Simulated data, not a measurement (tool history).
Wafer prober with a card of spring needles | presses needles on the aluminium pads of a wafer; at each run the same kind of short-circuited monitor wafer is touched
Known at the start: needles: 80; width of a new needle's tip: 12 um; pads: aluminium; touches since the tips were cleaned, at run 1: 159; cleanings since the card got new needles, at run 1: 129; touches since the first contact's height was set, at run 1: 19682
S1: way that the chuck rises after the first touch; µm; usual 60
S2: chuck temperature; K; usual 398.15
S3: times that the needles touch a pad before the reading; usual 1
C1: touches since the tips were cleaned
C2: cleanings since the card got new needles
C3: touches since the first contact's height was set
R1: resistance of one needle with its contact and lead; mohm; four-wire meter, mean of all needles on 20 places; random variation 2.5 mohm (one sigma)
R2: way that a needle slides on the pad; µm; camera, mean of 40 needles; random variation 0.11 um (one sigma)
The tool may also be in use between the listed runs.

run,day,S1,S2,S3,C1,C2,C3,R1,R2
1,0,60,398.15,1,159,129,19682,288,13.31
# day 0.162: tips cleaned on abrasive film
# day 0.325: tips cleaned on abrasive film
# day 0.525: tips cleaned on abrasive film
# day 0.725: tips cleaned on abrasive film
# day 0.888: tips cleaned on abrasive film
# day 1.092: tips cleaned on abrasive film
# day 1.254: tips cleaned on abrasive film
# day 1.454: tips cleaned on abrasive film
# day 1.654: tips cleaned on abrasive film
2,1.804,74,398.15,1,1902,138,42109,294,16.62
# day 1.85: tips cleaned on abrasive film
# day 2.012: tips cleaned on abrasive film
# day 2.171: tips cleaned on abrasive film
# day 2.375: tips cleaned on abrasive film
# day 2.538: tips cleaned on abrasive film
# day 2.738: tips cleaned on abrasive film
# day 2.938: tips cleaned on abrasive film
# day 3.1: tips cleaned on abrasive film
# day 3.304: tips cleaned on abrasive film
# day 3.504: tips cleaned on abrasive film
3,3.642,74,398.15,1,1770,148,64903,292,16.62
# day 3.688: tips cleaned on abrasive film
# day 3.85: tips cleaned on abrasive film
# day 4.05: tips cleaned on abrasive film
# day 4.25: tips cleaned on abrasive film
# day 4.412: tips cleaned on abrasive film
# day 4.617: tips cleaned on abrasive film
# day 4.817: tips cleaned on abrasive film
# day 5.017: tips cleaned on abrasive film
4,5.096,74,398.15,1,958,156,82881,291,16.92
# day 5.217: tips cleaned on abrasive film
# day 5.417: tips cleaned on abrasive film
# day 5.621: tips cleaned on abrasive film
# day 5.821: tips cleaned on abrasive film
# day 6.008: tips cleaned on abrasive film
5,6.008,60,308.15,1,0,161,94196,266,13.45
# day 6.208: tips cleaned on abrasive film
# day 6.408: tips cleaned on abrasive film
# day 6.612: tips cleaned on abrasive film
# day 6.775: tips cleaned on abrasive film
# day 6.933: tips cleaned on abrasive film
# day 7.138: tips cleaned on abrasive film
# day 7.338: tips cleaned on abrasive film
# day 7.5: tips cleaned on abrasive film
# day 7.7: tips cleaned on abrasive film
6,7.746,60,308.15,1,565,170,115786,266,13.59
# day 7.867: tips cleaned on abrasive film
# day 8.029: tips cleaned on abrasive film
# day 8.233: tips cleaned on abrasive film
# day 8.433: tips cleaned on abrasive film
# day 8.633: tips cleaned on abrasive film
# day 8.796: tips cleaned on abrasive film
# day 9: tips cleaned on abrasive film
# day 9.158: tips cleaned on abrasive film
7,9.175,60,308.15,1,166,178,133474,264,13.52
# day 9.338: tips cleaned on abrasive film
# day 9.538: tips cleaned on abrasive film
# day 9.738: tips cleaned on abrasive film
# day 9.871: height of the first contact set anew
# day 9.912: tips cleaned on abrasive film
# day 10.112: tips cleaned on abrasive film
# day 10.317: tips cleaned on abrasive film
# day 10.517: tips cleaned on abrasive film
# day 10.717: tips cleaned on abrasive film
# day 10.921: tips cleaned on abrasive film
8,11.079,53,308.15,1,1999,187,15014,265,11.94
# day 11.121: tips cleaned on abrasive film
# day 11.321: tips cleaned on abrasive film
# day 11.525: tips cleaned on abrasive film
# day 11.688: tips cleaned on abrasive film
# day 11.888: tips cleaned on abrasive film
# day 12.05: tips cleaned on abrasive film
9,12.096,53,308.15,1,570,193,27599,272,12.12
# day 12.217: tips cleaned on abrasive film
# day 12.421: tips cleaned on abrasive film
# day 12.621: tips cleaned on abrasive film
# day 12.783: tips cleaned on abrasive film
# day 12.983: tips cleaned on abrasive film
# day 13.146: tips cleaned on abrasive film
# day 13.346: tips cleaned on abrasive film
# day 13.508: tips cleaned on abrasive film
10,13.579,60,398.15,1,877,201,46000,291,13.48
# day 13.7: tips cleaned on abrasive film
# day 13.862: tips cleaned on abrasive film
# day 14.062: tips cleaned on abrasive film
# day 14.225: tips cleaned on abrasive film
# day 14.429: tips cleaned on abrasive film
# day 14.592: tips cleaned on abrasive film
# day 14.792: tips cleaned on abrasive film
# day 14.992: tips cleaned on abrasive film
11,15.008,48,298.15,1,188,209,63708,264,10.79
# day 15.171: tips cleaned on abrasive film
# day 15.333: tips cleaned on abrasive film
# day 15.533: tips cleaned on abrasive film
# day 15.696: tips cleaned on abrasive film
# day 15.896: tips cleaned on abrasive film
# day 16.058: tips cleaned on abrasive film
# day 16.258: tips cleaned on abrasive film
# day 16.462: tips cleaned on abrasive film
# day 16.662: tips cleaned on abrasive film
12,16.742,77,323.15,1,1005,218,85238,266,17.28
# day 16.858: tips cleaned on abrasive film
# day 17.021: tips cleaned on abrasive film
# day 17.225: tips cleaned on abrasive film
# day 17.383: tips cleaned on abrasive film
# day 17.588: tips cleaned on abrasive film
13,17.633,61,398.15,1,613,223,96300,290,13.75
# day 17.758: tips cleaned on abrasive film
# day 17.958: tips cleaned on abrasive film
# day 18.158: tips cleaned on abrasive film
# day 18.362: tips cleaned on abrasive film
# day 18.525: tips cleaned on abrasive film
# day 18.725: tips cleaned on abrasive film
14,18.833,60,398.15,2,1358,229,111173,291,13.62
# day 18.917: tips cleaned on abrasive film
# day 19.117: tips cleaned on abrasive film
# day 19.317: tips cleaned on abrasive film
# day 19.479: tips cleaned on abrasive film
# day 19.683: tips cleaned on abrasive film
# day 19.883: tips cleaned on abrasive film
# day 20.046: tips cleaned on abrasive film
# day 20.246: tips cleaned on abrasive film
# day 20.446: tips cleaned on abrasive film
# day 20.608: tips cleaned on abrasive film
15,20.65,77,336.15,1,485,239,133684,271,17.29
# day 20.808: tips cleaned on abrasive film
# day 21.012: tips cleaned on abrasive film
# day 21.175: tips cleaned on abrasive film
# day 21.304: height of the first contact set anew
# day 21.388: tips cleaned on abrasive film
# day 21.55: tips cleaned on abrasive film
# day 21.75: tips cleaned on abrasive film
16,21.875,77,336.15,1,1571,245,7078,275,17.11
# day 21.917: tips cleaned on abrasive film
# day 22.121: tips cleaned on abrasive film
# day 22.283: tips cleaned on abrasive film
# day 22.446: tips cleaned on abrasive film
# day 22.646: tips cleaned on abrasive film
# day 22.846: tips cleaned on abrasive film
# day 23.05: tips cleaned on abrasive film
17,23.05,60,330.15,2,1,252,21598,273,13.46
# day 23.238: tips cleaned on abrasive film
# day 23.4: tips cleaned on abrasive film
# day 23.6: tips cleaned on abrasive film
# day 23.762: tips cleaned on abrasive film
# day 23.925: tips cleaned on abrasive film
# day 24.117: tips cleaned on abrasive film
18,24.117,55,302.15,2,0,258,34851,260,12.22
# day 24.279: tips cleaned on abrasive film
# day 24.483: tips cleaned on abrasive film
# day 24.983: card fitted with new needles
# day 25.142: tips cleaned on abrasive film
# day 25.346: tips cleaned on abrasive film
# day 25.546: tips cleaned on abrasive film
# day 25.746: tips cleaned on abrasive film
# day 25.95: tips cleaned on abrasive film
# day 26.112: tips cleaned on abrasive film
19,26.192,55,302.15,2,1030,6,15047,263,12.33
# day 26.275: tips cleaned on abrasive film
# day 26.475: tips cleaned on abrasive film
# day 26.638: tips cleaned on abrasive film
# day 26.842: tips cleaned on abrasive film
# day 27.021: tips cleaned on abrasive film
20,27.021,66,310.15,1,0,11,25282,262,14.65

Hidden state at the last listed run before each entry between runs and at the first one after, where it differs:
Between runs 1 and 2: tips cleaned on abrasive film (day 0.162); tips cleaned on abrasive film (day 0.325); tips cleaned on abrasive film (day 0.525); tips cleaned on abrasive film (day 0.725); tips cleaned on abrasive film (day 0.888); tips cleaned on abrasive film (day 1.092); tips cleaned on abrasive film (day 1.254); tips cleaned on abrasive film (day 1.454); tips cleaned on abrasive film (day 1.654)
  debris on the tips, nm: 0.2 -> 0.8
Between runs 2 and 3: tips cleaned on abrasive film (day 1.85); tips cleaned on abrasive film (day 2.012); tips cleaned on abrasive film (day 2.171); tips cleaned on abrasive film (day 2.375); tips cleaned on abrasive film (day 2.538); tips cleaned on abrasive film (day 2.738); tips cleaned on abrasive film (day 2.938); tips cleaned on abrasive film (day 3.1); tips cleaned on abrasive film (day 3.304); tips cleaned on abrasive film (day 3.504)
  debris on the tips, nm: 0.8 -> 0.7; way that the needles fall short of the set height, um: 0.01 -> 0.02
Between runs 3 and 4: tips cleaned on abrasive film (day 3.688); tips cleaned on abrasive film (day 3.85); tips cleaned on abrasive film (day 4.05); tips cleaned on abrasive film (day 4.25); tips cleaned on abrasive film (day 4.412); tips cleaned on abrasive film (day 4.617); tips cleaned on abrasive film (day 4.817); tips cleaned on abrasive film (day 5.017)
  debris on the tips, nm: 0.7 -> 0.5; way that the needles fall short of the set height, um: 0.02 -> 0.03; tips' diameter, um: 12.04 -> 12.05
Between runs 4 and 5: tips cleaned on abrasive film (day 5.217); tips cleaned on abrasive film (day 5.417); tips cleaned on abrasive film (day 5.621); tips cleaned on abrasive film (day 5.821); tips cleaned on abrasive film (day 6.008)
  debris on the tips, nm: 0.5 -> 0.1
Between runs 5 and 6: tips cleaned on abrasive film (day 6.208); tips cleaned on abrasive film (day 6.408); tips cleaned on abrasive film (day 6.612); tips cleaned on abrasive film (day 6.775); tips cleaned on abrasive film (day 6.933); tips cleaned on abrasive film (day 7.138); tips cleaned on abrasive film (day 7.338); tips cleaned on abrasive film (day 7.5); tips cleaned on abrasive film (day 7.7)
  debris on the tips, nm: 0.1 -> 0.4; way that the needles fall short of the set height, um: 0.03 -> 0.04
Between runs 6 and 7: tips cleaned on abrasive film (day 7.867); tips cleaned on abrasive film (day 8.029); tips cleaned on abrasive film (day 8.233); tips cleaned on abrasive film (day 8.433); tips cleaned on abrasive film (day 8.633); tips cleaned on abrasive film (day 8.796); tips cleaned on abrasive film (day 9); tips cleaned on abrasive film (day 9.158)
  debris on the tips, nm: 0.4 -> 0.2; way that the needles fall short of the set height, um: 0.04 -> 0.05
Between runs 7 and 8: tips cleaned on abrasive film (day 9.338); tips cleaned on abrasive film (day 9.538); tips cleaned on abrasive film (day 9.738); height of the first contact set anew (day 9.871); tips cleaned on abrasive film (day 9.912); tips cleaned on abrasive film (day 10.112); tips cleaned on abrasive film (day 10.317); tips cleaned on abrasive film (day 10.517); tips cleaned on abrasive film (day 10.717); tips cleaned on abrasive film (day 10.921)
  debris on the tips, nm: 0.2 -> 0.8; way that the needles fall short of the set height, um: 0.05 -> 0.01
Between runs 8 and 9: tips cleaned on abrasive film (day 11.121); tips cleaned on abrasive film (day 11.321); tips cleaned on abrasive film (day 11.525); tips cleaned on abrasive film (day 11.688); tips cleaned on abrasive film (day 11.888); tips cleaned on abrasive film (day 12.05)
  debris on the tips, nm: 0.8 -> 0.3; tips' diameter, um: 12.05 -> 12.06
Between runs 9 and 10: tips cleaned on abrasive film (day 12.217); tips cleaned on abrasive film (day 12.421); tips cleaned on abrasive film (day 12.621); tips cleaned on abrasive film (day 12.783); tips cleaned on abrasive film (day 12.983); tips cleaned on abrasive film (day 13.146); tips cleaned on abrasive film (day 13.346); tips cleaned on abrasive film (day 13.508)
  debris on the tips, nm: 0.3 -> 0.4; way that the needles fall short of the set height, um: 0.01 -> 0.02
Between runs 10 and 11: tips cleaned on abrasive film (day 13.7); tips cleaned on abrasive film (day 13.862); tips cleaned on abrasive film (day 14.062); tips cleaned on abrasive film (day 14.225); tips cleaned on abrasive film (day 14.429); tips cleaned on abrasive film (day 14.592); tips cleaned on abrasive film (day 14.792); tips cleaned on abrasive film (day 14.992)
  debris on the tips, nm: 0.4 -> 0.2
Between runs 11 and 12: tips cleaned on abrasive film (day 15.171); tips cleaned on abrasive film (day 15.333); tips cleaned on abrasive film (day 15.533); tips cleaned on abrasive film (day 15.696); tips cleaned on abrasive film (day 15.896); tips cleaned on abrasive film (day 16.058); tips cleaned on abrasive film (day 16.258); tips cleaned on abrasive film (day 16.462); tips cleaned on abrasive film (day 16.662)
  debris on the tips, nm: 0.2 -> 0.5; way that the needles fall short of the set height, um: 0.02 -> 0.03
Between runs 12 and 13: tips cleaned on abrasive film (day 16.858); tips cleaned on abrasive film (day 17.021); tips cleaned on abrasive film (day 17.225); tips cleaned on abrasive film (day 17.383); tips cleaned on abrasive film (day 17.588)
  debris on the tips, nm: 0.5 -> 0.4; way that the needles fall short of the set height, um: 0.03 -> 0.04; tips' diameter, um: 12.06 -> 12.07
Between runs 13 and 14: tips cleaned on abrasive film (day 17.758); tips cleaned on abrasive film (day 17.958); tips cleaned on abrasive film (day 18.158); tips cleaned on abrasive film (day 18.362); tips cleaned on abrasive film (day 18.525); tips cleaned on abrasive film (day 18.725)
  debris on the tips, nm: 0.4 -> 0.7
Between runs 14 and 15: tips cleaned on abrasive film (day 18.917); tips cleaned on abrasive film (day 19.117); tips cleaned on abrasive film (day 19.317); tips cleaned on abrasive film (day 19.479); tips cleaned on abrasive film (day 19.683); tips cleaned on abrasive film (day 19.883); tips cleaned on abrasive film (day 20.046); tips cleaned on abrasive film (day 20.246); tips cleaned on abrasive film (day 20.446); tips cleaned on abrasive film (day 20.608)
  debris on the tips, nm: 0.7 -> 0.3; way that the needles fall short of the set height, um: 0.04 -> 0.05
Between runs 15 and 16: tips cleaned on abrasive film (day 20.808); tips cleaned on abrasive film (day 21.012); tips cleaned on abrasive film (day 21.175); height of the first contact set anew (day 21.304); tips cleaned on abrasive film (day 21.388); tips cleaned on abrasive film (day 21.55); tips cleaned on abrasive film (day 21.75)
  debris on the tips, nm: 0.3 -> 0.7; way that the needles fall short of the set height, um: 0.05 -> 0
Between runs 16 and 17: tips cleaned on abrasive film (day 21.917); tips cleaned on abrasive film (day 22.121); tips cleaned on abrasive film (day 22.283); tips cleaned on abrasive film (day 22.446); tips cleaned on abrasive film (day 22.646); tips cleaned on abrasive film (day 22.846); tips cleaned on abrasive film (day 23.05)
  debris on the tips, nm: 0.7 -> 0.1; way that the needles fall short of the set height, um: 0 -> 0.01
Between runs 17 and 18: tips cleaned on abrasive film (day 23.238); tips cleaned on abrasive film (day 23.4); tips cleaned on abrasive film (day 23.6); tips cleaned on abrasive film (day 23.762); tips cleaned on abrasive film (day 23.925); tips cleaned on abrasive film (day 24.117)
  debris on the tips, nm: 0.1 -> 0; tips' diameter, um: 12.07 -> 12.08
Between runs 18 and 19: tips cleaned on abrasive film (day 24.279); tips cleaned on abrasive film (day 24.483); card fitted with new needles (day 24.983); tips cleaned on abrasive film (day 25.142); tips cleaned on abrasive film (day 25.346); tips cleaned on abrasive film (day 25.546); tips cleaned on abrasive film (day 25.746); tips cleaned on abrasive film (day 25.95); tips cleaned on abrasive film (day 26.112)
  debris on the tips, nm: 0 -> 0.6; tips' diameter, um: 12.08 -> 12
Between runs 19 and 20: tips cleaned on abrasive film (day 26.275); tips cleaned on abrasive film (day 26.475); tips cleaned on abrasive film (day 26.638); tips cleaned on abrasive film (day 26.842); tips cleaned on abrasive film (day 27.021)
  debris on the tips, nm: 0.6 -> 0.1

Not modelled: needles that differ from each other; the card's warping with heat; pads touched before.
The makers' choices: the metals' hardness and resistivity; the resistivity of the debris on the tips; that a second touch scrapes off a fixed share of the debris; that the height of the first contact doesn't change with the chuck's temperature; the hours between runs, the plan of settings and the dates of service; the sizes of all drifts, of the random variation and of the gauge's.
